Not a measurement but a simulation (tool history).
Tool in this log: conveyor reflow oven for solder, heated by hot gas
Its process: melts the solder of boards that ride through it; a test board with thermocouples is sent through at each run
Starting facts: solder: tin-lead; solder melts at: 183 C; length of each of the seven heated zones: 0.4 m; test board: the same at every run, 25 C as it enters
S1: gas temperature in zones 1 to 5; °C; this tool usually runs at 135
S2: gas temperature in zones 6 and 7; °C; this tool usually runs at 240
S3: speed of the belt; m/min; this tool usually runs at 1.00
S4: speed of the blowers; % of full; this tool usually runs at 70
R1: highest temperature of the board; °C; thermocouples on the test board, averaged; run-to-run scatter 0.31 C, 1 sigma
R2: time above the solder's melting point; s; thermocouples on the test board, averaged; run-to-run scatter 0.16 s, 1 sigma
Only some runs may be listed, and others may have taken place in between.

run 1 hour=0.0 | S1=135 S2=240 S3=1.00 S4=70 | R1=219.6 R2=36.4
run 2 hour=10.9 | S1=135 S2=240 S3=1.00 S4=70 | R1=219.6 R2=35.6
run 3 hour=25.4 | S1=135 S2=240 S3=1.00 S4=86 | R1=224.4 R2=38.3
run 4 hour=42.8 | S1=135 S2=240 S3=1.00 S4=86 | R1=224.3 R2=38.5
run 5 hour=60.3 | S1=135 S2=240 S3=1.00 S4=86 | R1=223.4 R2=38.2
run 6 hour=79.7 | S1=135 S2=240 S3=1.09 S4=70 | R1=215.8 R2=30.7
run 7 hour=96.0 | S1=135 S2=240 S3=1.09 S4=70 | R1=215.6 R2=30.9
run 8 hour=109.0 | S1=135 S2=240 S3=1.09 S4=70 | R1=215.7 R2=31.0
run 9 hour=119.1 | S1=135 S2=240 S3=1.00 S4=70 | R1=218.7 R2=35.9
run 10 hour=128.4 | S1=135 S2=240 S3=1.00 S4=70 | R1=218.4 R2=35.6
run 11 hour=143.9 | S1=135 S2=240 S3=1.00 S4=70 | R1=219.4 R2=35.7
run 12 hour=163.9 | S1=135 S2=240 S3=1.00 S4=70 | R1=219.3 R2=35.4
run 13 hour=173.4 | S1=135 S2=240 S3=1.00 S4=70 | R1=217.9 R2=35.7
run 14 hour=189.7 | S1=135 S2=240 S3=1.00 S4=70 | R1=218.4 R2=35.8
run 15 hour=204.5 | S1=135 S2=240 S3=1.00 S4=70 | R1=218.9 R2=35.8

Run 16 is up next; what results do you expect?
run 16 hour=215.9 | S1=135 S2=240 S3=1.00 S4=70 | R1=? R2=?

{"run 16": {"R1": 218.4, "R2": 35.9}}
Without the tool's hidden state the same run would have given R1 219.3 °C, R2 36.2 s.
